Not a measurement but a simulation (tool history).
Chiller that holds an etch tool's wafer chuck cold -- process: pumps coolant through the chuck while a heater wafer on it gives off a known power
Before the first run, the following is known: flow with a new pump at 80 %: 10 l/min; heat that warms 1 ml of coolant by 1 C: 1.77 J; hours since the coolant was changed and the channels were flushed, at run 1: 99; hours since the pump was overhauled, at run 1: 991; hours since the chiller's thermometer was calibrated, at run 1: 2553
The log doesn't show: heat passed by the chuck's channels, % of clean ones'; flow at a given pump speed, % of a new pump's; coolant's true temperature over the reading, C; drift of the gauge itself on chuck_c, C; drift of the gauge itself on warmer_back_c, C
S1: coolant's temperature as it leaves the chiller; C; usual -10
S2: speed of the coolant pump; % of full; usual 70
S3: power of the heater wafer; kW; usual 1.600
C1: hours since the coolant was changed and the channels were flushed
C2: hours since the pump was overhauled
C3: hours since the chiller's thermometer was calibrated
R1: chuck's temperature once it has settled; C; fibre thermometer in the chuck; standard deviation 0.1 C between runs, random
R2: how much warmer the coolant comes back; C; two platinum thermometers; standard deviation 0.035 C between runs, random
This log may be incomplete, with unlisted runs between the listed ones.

run 1 hour=0.0 | S1=-10 S2=70 S3=1.600 | C1=99 C2=991 C3=2553 | R1=2.8 R2=6.39
run 2 hour=53.6 | S1=-10 S2=70 S3=1.600 | C1=152 C2=1045 C3=2606 | R1=2.7 R2=6.31
run 3 hour=104.2 | S1=-10 S2=64 S3=1.600 | C1=203 C2=1095 C3=2657 | R1=4.0 R2=7.10
run 4 hour=153.0 | S1=-10 S2=64 S3=1.600 | C1=252 C2=1144 C3=2706 | R1=4.0 R2=6.93
run 5 hour=180.8 | S1=-10 S2=64 S3=1.600 | C1=279 C2=1172 C3=2733 | R1=4.0 R2=7.05
run 6 hour=220.6 | S1=-10 S2=70 S3=0.841 | C1=319 C2=1212 C3=2773 | R1=-3.3 R2=3.37
run 7 hour=260.0 | S1=-10 S2=70 S3=0.882 | C1=359 C2=1251 C3=2813 | R1=-3.0 R2=3.56
run 8 hour=301.9 | S1=-10 S2=70 S3=0.882 | C1=401 C2=1293 C3=2855 | R1=-3.0 R2=3.54
run 9 hour=331.9 | S1=-10 S2=76 S3=1.600 | C1=431 C2=1323 C3=2885 | R1=1.9 R2=5.87
-- hour=360.8 chiller's thermometer calibrated
run 10 hour=366.8 | S1=-10 S2=76 S3=1.600 | C1=464 C2=1357 C3=6 | R1=2.0 R2=5.82
run 11 hour=414.8 | S1=-14 S2=97 S3=1.762 | C1=513 C2=1405 C3=54 | R1=-3.4 R2=4.90
-- hour=422.6 coolant pump overhauled
run 12 hour=446.9 | S1=-14 S2=97 S3=1.762 | C1=540 C2=24 C3=81 | R1=-3.2 R2=4.96
run 13 hour=474.4 | S1=-14 S2=97 S3=1.762 | C1=567 C2=52 C3=109 | R1=-3.2 R2=4.93
run 14 hour=529.1 | S1=-7 S2=85 S3=1.086 | C1=622 C2=107 C3=163 | R1=0.5 R2=3.52
run 15 hour=564.6 | S1=-7 S2=85 S3=1.086 | C1=657 C2=142 C3=199 | R1=0.4 R2=3.54
run 16 hour=610.0 | S1=-1 S2=74 S3=2.199 | C1=703 C2=187 C3=244 | R1=16.3 R2=8.29

Measured less the same run without the tool's hidden state. The same run-to-run variation is in both; the gauge's scatter may not be:
run=1 R1=-0.1 R2=+0.06
run=2 R1=-0.1 R2=+0.07
run=3 R1=+0.0 R2=+0.09
run=4 R1=+0.0 R2=+0.09
run=5 R1=+0.0 R2=+0.10
run=6 R1=-0.1 R2=+0.05
run=7 R1=-0.1 R2=+0.05
run=8 R1=-0.1 R2=+0.05
run=9 R1=+0.0 R2=+0.09
run=10 R1=+0.2 R2=+0.09
run=11 R1=+0.2 R2=+0.08
run=12 R1=+0.3 R2=+0.11
run=13 R1=+0.3 R2=+0.12
run=14 R1=+0.1 R2=+0.08
run=15 R1=+0.2 R2=+0.09
run=16 R1=+0.5 R2=+0.21

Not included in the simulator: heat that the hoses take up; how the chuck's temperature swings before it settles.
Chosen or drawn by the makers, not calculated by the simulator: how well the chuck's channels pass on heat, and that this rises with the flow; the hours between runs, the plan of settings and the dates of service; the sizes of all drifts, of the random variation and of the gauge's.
